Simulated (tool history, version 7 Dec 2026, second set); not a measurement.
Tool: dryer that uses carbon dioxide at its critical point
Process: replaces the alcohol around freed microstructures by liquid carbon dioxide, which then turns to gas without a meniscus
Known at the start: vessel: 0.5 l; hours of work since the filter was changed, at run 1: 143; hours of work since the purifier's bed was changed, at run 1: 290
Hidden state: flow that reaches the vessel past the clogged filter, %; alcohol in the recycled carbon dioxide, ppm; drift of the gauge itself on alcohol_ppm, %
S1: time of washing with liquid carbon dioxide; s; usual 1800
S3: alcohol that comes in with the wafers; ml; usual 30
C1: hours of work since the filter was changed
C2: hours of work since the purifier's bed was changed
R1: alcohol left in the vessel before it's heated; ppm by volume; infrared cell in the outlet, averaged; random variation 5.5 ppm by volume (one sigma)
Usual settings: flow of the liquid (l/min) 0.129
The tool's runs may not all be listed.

{"run": 1, "hour": 0.0, "S1": 1800, "flow of the liquid (l/min)": 0.129, "S3": 30, "C1": 143, "C2": 290, "R1": 254}
{"run": 2, "hour": 24.3, "S1": 1800, "flow of the liquid (l/min)": 0.129, "S3": 30, "C1": 151, "C2": 298, "R1": 248}
{"run": 3, "hour": 55.6, "S1": 1800, "flow of the liquid (l/min)": 0.142, "S3": 30, "C1": 162, "C2": 308, "R1": 183}
{"run": 4, "hour": 69.6, "S1": 1800, "flow of the liquid (l/min)": 0.142, "S3": 30, "C1": 166, "C2": 313, "R1": 191}
{"run": 5, "hour": 84.7, "S1": 1800, "flow of the liquid (l/min)": 0.142, "S3": 30, "C1": 171, "C2": 318, "R1": 187}
{"run": 6, "hour": 115.9, "S1": 1800, "flow of the liquid (l/min)": 0.142, "S3": 30, "C1": 181, "C2": 328, "R1": 195}
{"run": 7, "hour": 143.9, "S1": 1800, "flow of the liquid (l/min)": 0.142, "S3": 30, "C1": 190, "C2": 337, "R1": 195}
{"run": 8, "hour": 170.3, "S1": 1800, "flow of the liquid (l/min)": 0.142, "S3": 30, "C1": 199, "C2": 346, "R1": 196}
{"run": 9, "hour": 195.8, "S1": 1800, "flow of the liquid (l/min)": 0.142, "S3": 30, "C1": 207, "C2": 354, "R1": 195}
{"run": 10, "hour": 216.8, "S1": 1800, "flow of the liquid (l/min)": 0.142, "S3": 30, "C1": 214, "C2": 361, "R1": 199}
{"run": 11, "hour": 250.1, "S1": 1800, "flow of the liquid (l/min)": 0.142, "S3": 30, "C1": 225, "C2": 372, "R1": 207}
{"run": 12, "hour": 277.7, "S1": 1800, "flow of the liquid (l/min)": 0.142, "S3": 30, "C1": 234, "C2": 381, "R1": 210}
{"run": 13, "hour": 293.7, "S1": 1800, "flow of the liquid (l/min)": 0.142, "S3": 30, "C1": 239, "C2": 386, "R1": 203}
{"run": 14, "hour": 324.2, "S1": 1500, "flow of the liquid (l/min)": 0.129, "S3": 30, "C1": 249, "C2": 396, "R1": 588}
{"run": 15, "hour": 340.3, "S1": 1800, "flow of the liquid (l/min)": 0.129, "S3": 30, "C1": 254, "C2": 401, "R1": 289}
{"run": 16, "hour": 371.3, "S1": 1800, "flow of the liquid (l/min)": 0.129, "S3": 30, "C1": 264, "C2": 411, "R1": 300}
{"run": 17, "hour": 389.3, "S1": 1800, "flow of the liquid (l/min)": 0.129, "S3": 30, "C1": 270, "C2": 417, "R1": 303}
{"run": 18, "hour": 409.0, "S1": 1800, "flow of the liquid (l/min)": 0.129, "S3": 30, "C1": 277, "C2": 423, "R1": 311}
{"run": 19, "hour": 426.7, "S1": 1800, "flow of the liquid (l/min)": 0.129, "S3": 30, "C1": 283, "C2": 429, "R1": 309}
{"run": 20, "hour": 452.0, "S1": 1800, "flow of the liquid (l/min)": 0.129, "S3": 30, "C1": 291, "C2": 437, "R1": 317}
{"run": 21, "hour": 474.5, "S1": 1800, "flow of the liquid (l/min)": 0.129, "S3": 30, "C1": 298, "C2": 445, "R1": 318}
{"run": 22, "hour": 494.5, "S1": 1800, "flow of the liquid (l/min)": 0.129, "S3": 30, "C1": 305, "C2": 451, "R1": 307}
{"run": 23, "hour": 518.0, "S1": 1800, "flow of the liquid (l/min)": 0.129, "S3": 26, "C1": 312, "C2": 459, "R1": 286}
{"run": 24, "hour": 549.3, "S1": 1440, "flow of the liquid (l/min)": 0.083, "S3": 70, "C1": 322, "C2": 469, "R1": 7554}
{"run": 25, "hour": 582.1, "S1": 1800, "flow of the liquid (l/min)": 0.14, "S3": 78, "C1": 333, "C2": 480, "R1": 435}
{"run": 26, "hour": 602.7, "S1": 1560, "flow of the liquid (l/min)": 0.187, "S3": 78, "C1": 340, "C2": 486, "R1": 251}
{"run": 27, "hour": 617.7, "S1": 1140, "flow of the liquid (l/min)": 0.207, "S3": 103, "C1": 345, "C2": 491, "R1": 730}
{"run": 28, "hour": 644.3, "S1": 1080, "flow of the liquid (l/min)": 0.178, "S3": 23, "C1": 353, "C2": 500, "R1": 535}
{"run": 29, "hour": 676.8, "S1": 2220, "flow of the liquid (l/min)": 0.21, "S3": 30, "C1": 364, "C2": 511, "R1": 141}
{"run": 30, "hour": 691.0, "S1": 2880, "flow of the liquid (l/min)": 0.106, "S3": 41, "C1": 369, "C2": 515, "R1": 192}
{"run": 31, "hour": 720.9, "S1": 2460, "flow of the liquid (l/min)": 0.204, "S3": 115, "C1": 378, "C2": 525, "R1": 154}
{"run": 32, "hour": 753.4, "S1": 2040, "flow of the liquid (l/min)": 0.121, "S3": 39, "C1": 389, "C2": 536, "R1": 333}
{"run": 33, "hour": 773.4, "S1": 1320, "flow of the liquid (l/min)": 0.095, "S3": 40, "C1": 395, "C2": 542, "R1": 3920}
{"run": 34, "hour": 789.9, "S1": 1320, "flow of the liquid (l/min)": 0.095, "S3": 40, "C1": 401, "C2": 547, "R1": 3920}
{"run": 35, "hour": 823.7, "S1": 1980, "flow of the liquid (l/min)": 0.109, "S3": 106, "C1": 412, "C2": 558, "R1": 1228}
{"run": 36, "hour": 837.6, "S1": 1980, "flow of the liquid (l/min)": 0.109, "S3": 106, "C1": 416, "C2": 563, "R1": 1284}
{"run": 37, "hour": 870.3, "S1": 1560, "flow of the liquid (l/min)": 0.111, "S3": 58, "C1": 427, "C2": 574, "R1": 1893}
{"run": 38, "hour": 896.9, "S1": 2400, "flow of the liquid (l/min)": 0.178, "S3": 58, "C1": 436, "C2": 582, "R1": 170}
{"run": 39, "hour": 925.6, "S1": 2400, "flow of the liquid (l/min)": 0.178, "S3": 58, "C1": 445, "C2": 592, "R1": 165}
{"run": 40, "hour": 940.4, "S1": 1620, "flow of the liquid (l/min)": 0.095, "S3": 58, "C1": 450, "C2": 597, "R1": 2944}
{"run": 41, "hour": 971.8, "S1": 1440, "flow of the liquid (l/min)": 0.189, "S3": 69, "C1": 460, "C2": 607, "R1": 347}
{"run": 42, "hour": 988.1, "S1": 1680, "flow of the liquid (l/min)": 0.214, "S3": 49, "C1": 465, "C2": 612, "R1": 191}
{"run": 43, "hour": 1003.4, "S1": 2220, "flow of the liquid (l/min)": 0.214, "S3": 74, "C1": 470, "C2": 617, "R1": 179}
{"run": 44, "hour": 1032.2, "S1": 2040, "flow of the liquid (l/min)": 0.134, "S3": 27, "C1": 480, "C2": 626, "R1": 249}
{"run": 45, "hour": 1052.6, "S1": 2040, "flow of the liquid (l/min)": 0.134, "S3": 27, "C1": 486, "C2": 633, "R1": 246}

Some steps in R1 between neighbouring runs. How much of each would the tool show without its hidden state too (settings, what came in, random variation), and how much is left for the hidden state, with any gauge scatter that isn't in both results?
Run 23 -> 24: S1 1800 -> 1440, flow of the liquid (l/min) 0.129 -> 0.083, S3 26 -> 70. R1 +7268 ppm by volume: hidden state +840, all else +6428.
Run 24 -> 25: S1 1440 -> 1800, flow of the liquid (l/min) 0.083 -> 0.140, S3 70 -> 78. R1 -7119 ppm by volume: hidden state -793, all else -6326.
Run 32 -> 33: S1 2040 -> 1320, flow of the liquid (l/min) 0.121 -> 0.095, S3 39 -> 40. R1 +3587 ppm by volume: hidden state +511, all else +3076.
Run 39 -> 40: S1 2400 -> 1620, flow of the liquid (l/min) 0.178 -> 0.095. R1 +2779 ppm by volume: hidden state +556, all else +2223.
